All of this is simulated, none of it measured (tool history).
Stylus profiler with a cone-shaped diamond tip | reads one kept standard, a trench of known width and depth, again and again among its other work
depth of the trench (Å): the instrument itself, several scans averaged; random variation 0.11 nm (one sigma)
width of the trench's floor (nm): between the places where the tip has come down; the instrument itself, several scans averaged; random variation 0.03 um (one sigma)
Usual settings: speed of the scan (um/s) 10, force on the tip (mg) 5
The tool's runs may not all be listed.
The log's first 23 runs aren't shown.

run	hour	speed of the scan (um/s)	force on the tip (mg)	depth of the trench (Å)	width of the trench's floor (nm)
24	1593.8	15	3.43	2032.4	17040
25	1649.4	15	3.43	2032.2	16980
26	1734.5	3	3.97	2036.9	16940
27	1800.9	3	3.97	2034.7	16860
28	1864.6	21	12.92	2081.3	16800
29	1910.5	5	1.91	2021.6	16790
30	1961.6	13	4.94	2040.8	16770
31	2024.4	13	4.94	2039.6	16690
32	2126.6	13	4.94	2040.4	16570
33	2203.4	13	4.94	2039.1	16570
34	2275.4	32	2.61	2025.3	16400
35	2346.5	32	2.61	2022.8	16350
36	2416.2	3	5.12	2039.6	16360
37	2486.9	2	2.43	2022.4	16320
38	2543.2	5	7.59	2051.9	16260
39	2638.3	3	8.1	2056.9	16250

Forecast run 40:
40	2702.7	2	2.22	?	?

depth of the trench (Å): 2018.9
width of the trench's floor (nm): 16230
Without the tool's hidden state the same run would have given depth of the trench (Å) 2025.8, width of the trench's floor (nm) 17230.
